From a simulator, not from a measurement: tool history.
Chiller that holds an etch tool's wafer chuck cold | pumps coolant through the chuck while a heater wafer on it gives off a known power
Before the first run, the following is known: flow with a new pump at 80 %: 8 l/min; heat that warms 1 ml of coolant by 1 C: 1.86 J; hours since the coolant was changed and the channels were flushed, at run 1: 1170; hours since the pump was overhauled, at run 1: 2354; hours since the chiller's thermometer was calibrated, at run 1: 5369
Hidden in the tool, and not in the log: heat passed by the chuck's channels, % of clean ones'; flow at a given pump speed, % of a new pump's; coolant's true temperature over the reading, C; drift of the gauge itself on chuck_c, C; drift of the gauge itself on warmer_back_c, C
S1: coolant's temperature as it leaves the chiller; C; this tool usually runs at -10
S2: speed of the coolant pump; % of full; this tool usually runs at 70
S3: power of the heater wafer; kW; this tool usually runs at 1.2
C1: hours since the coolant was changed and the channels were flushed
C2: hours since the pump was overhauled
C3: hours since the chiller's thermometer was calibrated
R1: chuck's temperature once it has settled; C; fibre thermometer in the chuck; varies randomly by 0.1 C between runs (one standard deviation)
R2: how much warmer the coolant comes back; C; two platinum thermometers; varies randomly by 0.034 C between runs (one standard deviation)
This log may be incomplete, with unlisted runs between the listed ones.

Run 1, hour 0: usual settings; C1 1170; C2 2354; C3 5369. Result: R1 2.4 C, R2 5.72 C.
Run 2, hour 30.2: usual settings; C1 1200; C2 2385; C3 5400. Result: R1 2.3 C, R2 5.71 C.
Run 3, hour 53.6: usual settings; C1 1223; C2 2408; C3 5423. Result: R1 2.2 C, R2 5.66 C.
Run 4, hour 93.6: usual settings; C1 1263; C2 2448; C3 5463. Result: R1 2.6 C, R2 5.71 C.
Run 5, hour 116.6: usual settings; C1 1286; C2 2471; C3 5486. Result: R1 2.6 C, R2 5.74 C.
Run 6, hour 156.6: usual settings; C1 1326; C2 2511; C3 5526. Result: R1 2.4 C, R2 5.78 C.
At hour 163.9: chiller's thermometer calibrated.
Run 7, hour 193.5: usual settings; C1 1362; C2 2547; C3 30. Result: R1 2.7 C, R2 5.73 C.
Run 8, hour 212.3: usual settings; C1 1381; C2 2566; C3 48. Result: R1 2.6 C, R2 5.76 C.
Run 9, hour 238.1: usual settings; C1 1407; C2 2591; C3 74. Result: R1 2.7 C, R2 5.71 C.
Run 10, hour 260.7: usual settings but S1 -15 C, S2 72 % of full, S3 0.74 kW; C1 1430; C2 2614; C3 97. Result: R1 -7.3 C, R2 3.4 C.
Run 11, hour 277.7: usual settings but S1 -11 C, S2 94 % of full, S3 0.991 kW; C1 1446; C2 2631; C3 114. Result: R1 -2.1 C, R2 3.59 C.
Run 12, hour 313.9: usual settings but S1 -11 C, S2 94 % of full, S3 0.991 kW; C1 1483; C2 2667; C3 150. Result: R1 -2.2 C, R2 3.55 C.
Run 13, hour 337.2: usual settings but S1 -11 C, S2 83 % of full, S3 0.991 kW; C1 1506; C2 2691; C3 173. Result: R1 -1.4 C, R2 3.99 C.
Run 14, hour 374.3: usual settings but S3 0.887 kW; C1 1543; C2 2728; C3 210. Result: R1 -0.6 C, R2 4.3 C.
Run 15, hour 407.9: usual settings but S2 60 % of full, S3 1.131 kW; C1 1577; C2 2761; C3 244. Result: R1 3.1 C, R2 6.35 C.
Run 16, hour 430.1: usual settings but S2 65 % of full; C1 1599; C2 2783; C3 266. Result: R1 3.3 C, R2 6.19 C.
Run 17, hour 465.7: usual settings but S1 -4 C, S2 83 % of full, S3 1.508 kW; C1 1635; C2 2819; C3 302. Result: R1 10.5 C, R2 6.13 C.

Here are 3 independent what-if runs from the current tool condition. What would each one return?
Run A, hour 497.7: usual settings but S1 -18 C, S2 87 % of full, S3 0.993 kW; C1 1666; C2 2851; C3 334. Result: R1 ?, R2 ?.
Run B, hour 497.7: usual settings but S1 -4 C, S2 64 % of full, S3 1.508 kW; C1 1666; C2 2851; C3 334. Result: R1 ?, R2 ?.
Run C, hour 497.7: usual settings but S2 69 % of full, S3 0.946 kW; C1 1666; C2 2851; C3 334. Result: R1 ?, R2 ?.

run    R1    R2
  A  -8.9  3.87
  B  13.1  7.86
  C   0.1  4.64
The same runs, with their run-to-run variation unchanged, on a tool lacking any hidden condition would have given:
run    R1    R2
  A  -9.5  3.68
  B  11.8  7.48
  C  -0.6  4.41
